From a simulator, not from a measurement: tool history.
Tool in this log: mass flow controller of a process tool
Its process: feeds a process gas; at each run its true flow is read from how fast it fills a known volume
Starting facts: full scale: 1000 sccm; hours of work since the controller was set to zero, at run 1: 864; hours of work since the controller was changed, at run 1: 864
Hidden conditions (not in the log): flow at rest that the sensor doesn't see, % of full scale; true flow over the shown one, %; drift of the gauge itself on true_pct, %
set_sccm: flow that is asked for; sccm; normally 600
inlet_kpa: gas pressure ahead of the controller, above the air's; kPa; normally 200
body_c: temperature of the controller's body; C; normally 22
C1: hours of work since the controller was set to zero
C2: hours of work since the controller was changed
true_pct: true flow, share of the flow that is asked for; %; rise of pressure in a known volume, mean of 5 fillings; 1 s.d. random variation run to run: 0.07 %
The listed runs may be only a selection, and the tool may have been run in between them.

Run 1, hour 0: usual settings; C1 864; C2 864. Result: true_pct 99.11 %.
Run 2, hour 435.9: usual settings; C1 1081; C2 1081. Result: true_pct 99.4 %.
Run 3, hour 945.8: usual settings; C1 1336; C2 1336. Result: true_pct 99.37 %.
Run 4, hour 1377: usual settings; C1 1551; C2 1551. Result: true_pct 99.45 %.
Run 5, hour 1740.7: usual settings but inlet_kpa 166 kPa; C1 1733; C2 1733. Result: true_pct 99.78 %.
Run 6, hour 2050.2: usual settings but inlet_kpa 213 kPa; C1 1888; C2 1888. Result: true_pct 99.81 %.
Run 7, hour 2544.7: usual settings; C1 2134; C2 2134. Result: true_pct 100.11 %.
Run 8, hour 3057.6: usual settings; C1 2391; C2 2391. Result: true_pct 100.28 %.
Run 9, hour 3539.2: usual settings; C1 2631; C2 2631. Result: true_pct 100.43 %.
Run 10, hour 3787.5: usual settings but inlet_kpa 204 kPa; C1 2755; C2 2755. Result: true_pct 100.35 %.
Run 11, hour 4220.9: usual settings but inlet_kpa 204 kPa; C1 2972; C2 2972. Result: true_pct 100.75 %.
Run 12, hour 4698.8: usual settings but inlet_kpa 143 kPa; C1 3210; C2 3210. Result: true_pct 100.51 %.
Run 13, hour 4977.6: usual settings; C1 3350; C2 3350. Result: true_pct 100.9 %.
Run 14, hour 5233.6: usual settings; C1 3477; C2 3477. Result: true_pct 100.82 %.
Run 15, hour 5657.5: usual settings; C1 3689; C2 3689. Result: true_pct 101.05 %.
Run 16, hour 5943.5: usual settings but set_sccm 695 sccm; C1 3832; C2 3832. Result: true_pct 101.11 %.
At hour 5977.9: controller's zero set anew.
Run 17, hour 6412.9: usual settings; C1 217; C2 4066. Result: true_pct 101.86 %.
Run 18, hour 6731.4: usual settings; C1 376; C2 4225. Result: true_pct 101.91 %.
Run 19, hour 7184.9: usual settings; C1 603; C2 4452. Result: true_pct 102.15 %.
Run 20, hour 7473.3: usual settings but set_sccm 114 sccm; C1 747; C2 4596. Result: true_pct 111.28 %.
Run 21, hour 7723.2: usual settings but set_sccm 481 sccm, inlet_kpa 154 kPa, body_c 33 C; C1 872; C2 4721. Result: true_pct 103.33 %.
Run 22, hour 8144.6: usual settings but set_sccm 604 sccm, inlet_kpa 221 kPa, body_c 33 C; C1 1082; C2 4931. Result: true_pct 103.35 %.
At hour 8394.4: controller's zero set anew, once more.
Run 23, hour 8456.4: usual settings but set_sccm 594 sccm, inlet_kpa 171 kPa; C1 31; C2 5086. Result: true_pct 99.71 %.
Run 24, hour 8898.2: usual settings but set_sccm 594 sccm, inlet_kpa 171 kPa; C1 252; C2 5307. Result: true_pct 100.03 %.
Run 25, hour 9209.1: usual settings but set_sccm 135 sccm, inlet_kpa 175 kPa; C1 407; C2 5462. Result: true_pct 99.6 %.
Run 26, hour 9518.8: usual settings but inlet_kpa 275 kPa, body_c 33 C; C1 562; C2 5617. Result: true_pct 101.27 %.
Run 27, hour 9947.6: usual settings but inlet_kpa 182 kPa; C1 776; C2 5831. Result: true_pct 100.27 %.
Run 28, hour 10310.3: usual settings but set_sccm 131 sccm, inlet_kpa 275 kPa, body_c 24 C; C1 957; C2 6012. Result: true_pct 101.27 %.
Run 29, hour 10635.5: usual settings but set_sccm 178 sccm, inlet_kpa 203 kPa, body_c 29 C; C1 1119; C2 6175. Result: true_pct 101.38 %.
Run 30, hour 11014.9: usual settings but set_sccm 150 sccm, body_c 20 C; C1 1309; C2 6364. Result: true_pct 101.12 %.
Run 31, hour 11296.1: usual settings but set_sccm 150 sccm, body_c 20 C; C1 1449; C2 6505. Result: true_pct 101.6 %.
Run 32, hour 11633.8: usual settings but set_sccm 642 sccm, inlet_kpa 237 kPa, body_c 23 C; C1 1618; C2 6673. Result: true_pct 101.27 %.
At hour 11764.1: controller exchanged for a calibrated one.
Run 33, hour 12147.6: usual settings but set_sccm 317 sccm; C1 192; C2 192. Result: true_pct 97.78 %.
Run 34, hour 12563.4: usual settings but set_sccm 317 sccm; C1 399; C2 399. Result: true_pct 97.92 %.
Run 35, hour 13062.2: usual settings but set_sccm 616 sccm, inlet_kpa 174 kPa, body_c 28 C; C1 648; C2 648. Result: true_pct 99.2 %.
Run 36, hour 13288: usual settings but inlet_kpa 259 kPa; C1 761; C2 761. Result: true_pct 99.1 %.
Run 37, hour 13694: usual settings but inlet_kpa 259 kPa, body_c 27 C; C1 964; C2 964. Result: true_pct 99.51 %.
Run 38, hour 14203.1: usual settings but set_sccm 509 sccm, inlet_kpa 275 kPa, body_c 35 C; C1 1218; C2 1218. Result: true_pct 100.3 %.

Forecast each of these 3 alternatives for the next run:
Run A, hour 14600: usual settings but set_sccm 272 sccm, inlet_kpa 275 kPa, body_c 35 C; C1 1416; C2 1416. Result: true_pct ?.
Run B, hour 14600: usual settings but set_sccm 154 sccm, inlet_kpa 194 kPa, body_c 33 C; C1 1416; C2 1416. Result: true_pct ?.
Run C, hour 14600: usual settings but inlet_kpa 187 kPa, body_c 24 C; C1 1416; C2 1416. Result: true_pct ?.

run  true_pct
  A    100.48
  B    100.87
  C     99.55
Without the tool's unlogged condition, the same runs would have read:
run  true_pct
  A     98.97
  B     98.26
  C     98.84

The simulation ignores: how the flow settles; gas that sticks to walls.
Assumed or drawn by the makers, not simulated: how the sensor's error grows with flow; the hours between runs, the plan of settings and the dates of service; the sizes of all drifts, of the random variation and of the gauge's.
